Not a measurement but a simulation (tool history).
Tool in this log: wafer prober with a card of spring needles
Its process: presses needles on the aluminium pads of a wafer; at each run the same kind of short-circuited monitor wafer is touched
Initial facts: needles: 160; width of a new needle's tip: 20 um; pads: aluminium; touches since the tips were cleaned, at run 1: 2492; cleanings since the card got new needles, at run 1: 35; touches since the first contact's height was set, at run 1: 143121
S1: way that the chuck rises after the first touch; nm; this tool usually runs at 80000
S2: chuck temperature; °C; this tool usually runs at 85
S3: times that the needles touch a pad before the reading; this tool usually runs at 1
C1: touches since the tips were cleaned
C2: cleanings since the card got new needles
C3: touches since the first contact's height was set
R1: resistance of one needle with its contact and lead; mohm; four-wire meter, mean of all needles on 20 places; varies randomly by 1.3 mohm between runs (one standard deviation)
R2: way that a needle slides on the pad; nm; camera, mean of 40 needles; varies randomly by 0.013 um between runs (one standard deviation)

run 1 hour=0.0 | S1=80000 S2=85 S3=1 | C1=2492 C2=35 C3=143121 | R1=204 R2=13490
-- hour=9.7 height of the first contact set anew
-- hour=14.3 tips cleaned on abrasive film
run 2 hour=17.5 | S1=80000 S2=85 S3=1 | C1=1379 C2=36 C3=3388 | R1=171 R2=13680
run 3 hour=27.5 | S1=80000 S2=85 S3=2 | C1=5807 C2=36 C3=7816 | R1=199 R2=13680
-- hour=33.2 tips cleaned on abrasive film
run 4 hour=44.0 | S1=80000 S2=85 S3=2 | C1=4817 C2=37 C3=15105 | R1=194 R2=13680
-- hour=51.9 tips cleaned on abrasive film
run 5 hour=57.6 | S1=80000 S2=85 S3=2 | C1=2525 C2=38 C3=21053 | R1=168 R2=13660
run 6 hour=66.7 | S1=80000 S2=85 S3=2 | C1=6552 C2=38 C3=25080 | R1=206 R2=13650
-- hour=71.5 tips cleaned on abrasive film
run 7 hour=74.2 | S1=80000 S2=85 S3=2 | C1=1183 C2=39 C3=28344 | R1=146 R2=13650
run 8 hour=81.4 | S1=80000 S2=85 S3=2 | C1=4401 C2=39 C3=31562 | R1=191 R2=13650
-- hour=90.4 tips cleaned on abrasive film
run 9 hour=98.3 | S1=80000 S2=85 S3=2 | C1=3491 C2=40 C3=38984 | R1=185 R2=13650
run 10 hour=105.8 | S1=80000 S2=85 S3=2 | C1=6817 C2=40 C3=42310 | R1=206 R2=13630
-- hour=110.0 tips cleaned on abrasive film
run 11 hour=114.1 | S1=80000 S2=27 S3=1 | C1=1801 C2=41 C3=45905 | R1=185 R2=13630
run 12 hour=127.0 | S1=80000 S2=27 S3=1 | C1=7516 C2=41 C3=51620 | R1=279 R2=13640
-- hour=129.1 tips cleaned on abrasive film
run 13 hour=139.2 | S1=99000 S2=85 S3=1 | C1=4476 C2=42 C3=56989 | R1=193 R2=16880
-- hour=148.0 tips cleaned on abrasive film
run 14 hour=157.0 | S1=99000 S2=85 S3=1 | C1=3998 C2=43 C3=64821 | R1=192 R2=16850
run 15 hour=165.6 | S1=79000 S2=28 S3=3 | C1=7778 C2=43 C3=68601 | R1=172 R2=13450
-- hour=167.3 tips cleaned on abrasive film
run 16 hour=177.0 | S1=80000 S2=85 S3=1 | C1=4268 C2=44 C3=73603 | R1=242 R2=13600
-- hour=185.7 tips cleaned on abrasive film
run 17 hour=187.3 | S1=76000 S2=27 S3=1 | C1=693 C2=45 C3=78125 | R1=160 R2=12890
run 18 hour=201.5 | S1=72000 S2=39 S3=2 | C1=6969 C2=45 C3=84401 | R1=232 R2=12210
-- hour=204.8 tips cleaned on abrasive film
run 19 hour=210.4 | S1=69000 S2=117 S3=1 | C1=2459 C2=46 C3=88312 | R1=238 R2=11710
-- hour=224.0 tips cleaned on abrasive film
run 20 hour=224.0 | S1=69000 S2=117 S3=1 | C1=0 C2=47 C3=94287 | R1=130 R2=11670
run 21 hour=237.2 | S1=69000 S2=117 S3=1 | C1=5819 C2=47 C3=100106 | R1=307 R2=11670

Run 22 is up next; what results do you expect?
-- hour=243.0 tips cleaned on abrasive film
run 22 hour=248.6 | S1=69000 S2=117 S3=1 | C1=2458 C2=48 C3=105122 | R1=? R2=?

Run 22 gave R1 240 mohm, R2 11670 nm.
Take away the tool's hidden state, keep the run-to-run variation as it was, and the same run would have given R1 119 mohm, R2 11810 nm.

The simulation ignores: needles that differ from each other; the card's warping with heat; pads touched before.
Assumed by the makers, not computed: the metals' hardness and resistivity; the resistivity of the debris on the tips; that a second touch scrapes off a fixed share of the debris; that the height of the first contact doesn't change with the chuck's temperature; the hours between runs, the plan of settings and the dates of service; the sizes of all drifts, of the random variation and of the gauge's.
